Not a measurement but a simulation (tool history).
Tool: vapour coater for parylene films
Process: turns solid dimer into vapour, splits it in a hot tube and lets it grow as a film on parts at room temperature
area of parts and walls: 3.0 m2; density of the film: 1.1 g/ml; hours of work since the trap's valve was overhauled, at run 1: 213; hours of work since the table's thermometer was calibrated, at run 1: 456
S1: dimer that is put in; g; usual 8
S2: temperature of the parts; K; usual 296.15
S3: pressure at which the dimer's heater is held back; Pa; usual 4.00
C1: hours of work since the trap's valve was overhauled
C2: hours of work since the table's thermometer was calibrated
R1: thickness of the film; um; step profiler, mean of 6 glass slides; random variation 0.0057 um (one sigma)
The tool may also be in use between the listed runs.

{"run": 1, "day": 0.0, "S1": 8, "S2": 296.15, "S3": 4.0, "C1": 213, "C2": 456, "R1": 1.342}
{"run": 2, "day": 0.438, "S1": 11, "S2": 296.15, "S3": 4.0, "C1": 222, "C2": 465, "R1": 1.846}
{"run": 3, "day": 1.067, "S1": 11, "S2": 296.15, "S3": 4.0, "C1": 235, "C2": 478, "R1": 1.838}
{"run": 4, "day": 1.612, "S1": 8, "S2": 296.15, "S3": 4.0, "C1": 246, "C2": 489, "R1": 1.341}
{"run": 5, "day": 2.088, "S1": 8, "S2": 305.15, "S3": 4.0, "C1": 256, "C2": 499, "R1": 1.102}
{"run": 6, "day": 2.688, "S1": 8, "S2": 305.15, "S3": 4.0, "C1": 269, "C2": 511, "R1": 1.097}
{"run": 7, "day": 3.038, "S1": 8, "S2": 307.15, "S3": 4.0, "C1": 276, "C2": 519, "R1": 1.041}
{"run": 8, "day": 3.6, "S1": 8, "S2": 307.15, "S3": 4.0, "C1": 288, "C2": 530, "R1": 1.044}
{"run": 9, "day": 4.046, "S1": 8, "S2": 307.15, "S3": 4.0, "C1": 297, "C2": 539, "R1": 1.032}
{"run": 10, "day": 4.488, "S1": 8, "S2": 307.15, "S3": 4.0, "C1": 306, "C2": 549, "R1": 1.04}
{"run": 11, "day": 5.171, "S1": 5, "S2": 296.15, "S3": 4.0, "C1": 320, "C2": 563, "R1": 0.829}
{"run": 12, "day": 5.846, "S1": 5, "S2": 296.15, "S3": 4.0, "C1": 334, "C2": 577, "R1": 0.823}
{"run": 13, "day": 6.279, "S1": 5, "S2": 296.15, "S3": 4.0, "C1": 343, "C2": 586, "R1": 0.82}
{"run": 14, "day": 6.575, "S1": 8, "S2": 296.15, "S3": 4.0, "C1": 349, "C2": 592, "R1": 1.304}
{"run": 15, "day": 7.075, "S1": 8, "S2": 296.15, "S3": 4.0, "C1": 360, "C2": 602, "R1": 1.304}
{"day": 7.346, "done": "trap's valve overhauled"}
{"run": 16, "day": 7.817, "S1": 8, "S2": 296.15, "S3": 2.58, "C1": 10, "C2": 614, "R1": 1.525}
{"run": 17, "day": 8.433, "S1": 8, "S2": 296.15, "S3": 2.58, "C1": 23, "C2": 627, "R1": 1.515}
{"run": 18, "day": 9.1, "S1": 8, "S2": 296.15, "S3": 2.58, "C1": 36, "C2": 641, "R1": 1.522}
{"run": 19, "day": 9.542, "S1": 8, "S2": 296.15, "S3": 2.58, "C1": 45, "C2": 650, "R1": 1.516}
{"run": 20, "day": 9.938, "S1": 8, "S2": 296.15, "S3": 2.58, "C1": 54, "C2": 658, "R1": 1.501}
{"run": 21, "day": 10.617, "S1": 8, "S2": 296.15, "S3": 2.58, "C1": 68, "C2": 672, "R1": 1.507}
{"run": 22, "day": 11.254, "S1": 8, "S2": 307.15, "S3": 4.0, "C1": 81, "C2": 685, "R1": 1.093}
{"run": 23, "day": 11.912, "S1": 9, "S2": 299.15, "S3": 10.62, "C1": 95, "C2": 699, "R1": 1.22}
{"run": 24, "day": 12.408, "S1": 9, "S2": 299.15, "S3": 10.62, "C1": 105, "C2": 709, "R1": 1.22}
{"run": 25, "day": 13.046, "S1": 12, "S2": 299.15, "S3": 3.11, "C1": 118, "C2": 723, "R1": 2.022}
{"run": 26, "day": 13.696, "S1": 3, "S2": 296.15, "S3": 2.32, "C1": 132, "C2": 736, "R1": 0.571}
{"run": 27, "day": 14.179, "S1": 8, "S2": 294.15, "S3": 2.32, "C1": 142, "C2": 746, "R1": 1.565}
{"run": 28, "day": 14.838, "S1": 8, "S2": 289.15, "S3": 4.61, "C1": 155, "C2": 760, "R1": 1.539}
{"run": 29, "day": 15.467, "S1": 8, "S2": 305.15, "S3": 3.71, "C1": 168, "C2": 773, "R1": 1.129}
{"run": 30, "day": 16.112, "S1": 7, "S2": 296.15, "S3": 10.45, "C1": 182, "C2": 786, "R1": 0.993}
{"run": 31, "day": 16.654, "S1": 8, "S2": 293.15, "S3": 4.86, "C1": 193, "C2": 797, "R1": 1.38}
{"run": 32, "day": 17.267, "S1": 8, "S2": 293.15, "S3": 4.86, "C1": 206, "C2": 810, "R1": 1.392}
{"run": 33, "day": 17.579, "S1": 4, "S2": 290.15, "S3": 9.31, "C1": 212, "C2": 817, "R1": 0.649}
{"run": 34, "day": 18.079, "S1": 5, "S2": 291.15, "S3": 2.82, "C1": 222, "C2": 827, "R1": 0.99}
{"run": 35, "day": 18.417, "S1": 5, "S2": 291.15, "S3": 2.82, "C1": 229, "C2": 834, "R1": 1.0}
{"run": 36, "day": 19.004, "S1": 8, "S2": 295.15, "S3": 4.0, "C1": 242, "C2": 846, "R1": 1.363}
{"day": 19.467, "done": "table's thermometer calibrated"}
{"run": 37, "day": 19.508, "S1": 8, "S2": 307.15, "S3": 4.0, "C1": 251, "C2": 1, "R1": 1.059}
{"run": 38, "day": 20.062, "S1": 3, "S2": 296.15, "S3": 7.17, "C1": 263, "C2": 12, "R1": 0.45}
{"run": 39, "day": 20.421, "S1": 3, "S2": 296.15, "S3": 10.67, "C1": 270, "C2": 20, "R1": 0.417}
{"run": 40, "day": 21.1, "S1": 5, "S2": 303.15, "S3": 3.09, "C1": 284, "C2": 34, "R1": 0.751}
{"run": 41, "day": 21.55, "S1": 5, "S2": 303.15, "S3": 3.09, "C1": 294, "C2": 43, "R1": 0.747}

Some steps in R1 between neighbouring runs. How much of each would the tool show without its hidden state too (settings, what came in, random variation), and how much is left for the hidden state, with any gauge scatter that isn't in both results?
The hidden state here: vapour lost through the trap's worn valve, %; true temperature of the parts over the reading, C; drift of the gauge itself on film_um, %.
Run 13 -> 14: S1 5 -> 8. R1 +0.484 um: hidden state -0.042, all else +0.526.
Run 15 -> 16: S3 4.00 -> 2.58, trap's valve overhauled. R1 +0.221 um: hidden state +0.100, all else +0.121.
Run 24 -> 25: S1 9 -> 12, S3 10.62 -> 3.11. R1 +0.802 um: hidden state -0.030, all else +0.832.
Run 25 -> 26: S1 12 -> 3, S2 299.15 -> 296.15, S3 3.11 -> 2.32. R1 -1.451 um: hidden state +0.046, all else -1.497.
Run 26 -> 27: S1 3 -> 8, S2 296.15 -> 294.15. R1 +0.994 um: hidden state -0.041, all else +1.035.

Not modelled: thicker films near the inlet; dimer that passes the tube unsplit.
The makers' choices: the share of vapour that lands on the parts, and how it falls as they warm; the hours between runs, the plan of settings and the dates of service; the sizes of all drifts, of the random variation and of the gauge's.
